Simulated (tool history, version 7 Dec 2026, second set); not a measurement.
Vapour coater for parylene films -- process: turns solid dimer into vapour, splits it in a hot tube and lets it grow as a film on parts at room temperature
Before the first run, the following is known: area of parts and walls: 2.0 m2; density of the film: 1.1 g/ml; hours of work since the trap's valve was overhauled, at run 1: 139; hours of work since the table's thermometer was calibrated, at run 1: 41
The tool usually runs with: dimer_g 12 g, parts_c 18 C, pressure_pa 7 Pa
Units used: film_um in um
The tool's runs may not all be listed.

run,hour,dimer_g,parts_c,pressure_pa,hours of work since the trap's valve was overhauled,hours of work since the table's thermometer was calibrated,film_um
1,0,12,18,7,139,41,3.79
2,9.6,12,18,7,147,49,3.67
3,23.2,12,18,7,159,61,3.77
4,41.8,12,18,7,175,77,3.66
5,56,12,18,7,186,89,3.61
6,75.4,12,18,7,203,105,3.67
7,90.4,12,18,7,216,118,3.6
8,110.5,12,18,7,232,135,3.54
# hour 128.8: trap's valve overhauled
9,133.2,12,18,3.04,4,150,3.59
10,148.9,12,18,3.04,17,164,3.54
11,163.4,12,18,3.04,29,176,3.5
12,172.7,12,18,3.47,37,184,3.51
13,183.7,12,18,3.47,46,193,3.46
14,192,12,18,6.62,53,200,3.31
15,212.1,12,18,7,70,217,3.16
# hour 218.9: trap's valve overhauled, once more
16,229.4,12,18,7,9,228,4.06
17,240,12,18,2.11,18,237,4.45
18,249.1,12,18,2.11,25,245,4.41
19,267.5,12,18,5.35,41,260,4.09
20,285.2,12,18,3.65,56,275,4.15
21,297.9,12,18,10.25,67,286,3.76
22,312.5,13,18,10.25,79,298,4.11
23,332.7,12,18,7,96,315,3.9
24,344.7,12,18,7,106,325,3.85
25,365.1,8,11,11.09,123,343,3.37
26,377.8,13,19,11.09,134,353,3.84
27,391.8,13,19,11.09,146,365,3.79
28,406.3,13,19,11.09,158,377,3.69
29,420.1,16,26,7.53,170,389,3.31
30,432.7,16,16,10.73,180,400,5.28
31,445,16,16,10.73,191,410,5.15
32,462.7,16,16,10.73,206,425,5.24
33,477,20,18,5.17,218,437,6.27
34,490.9,12,22,7,229,449,2.97
# hour 513.8: trap's valve overhauled
35,514.9,12,22,7,1,466,3.35
36,528.8,17,18,11.37,13,477,5.5
37,547.5,12,17,3.99,28,493,4.41
38,563.1,15,18,9.14,42,506,4.96
39,579.7,15,18,9.14,56,520,4.86

Run 40, settings as shown, results not yet in. Your forecast:
40,596.8,8,18,4.58,70,535,?

film_um: 2.71 um
Minus the tool's unlogged condition, the same run would have read film_um 2.8 um.
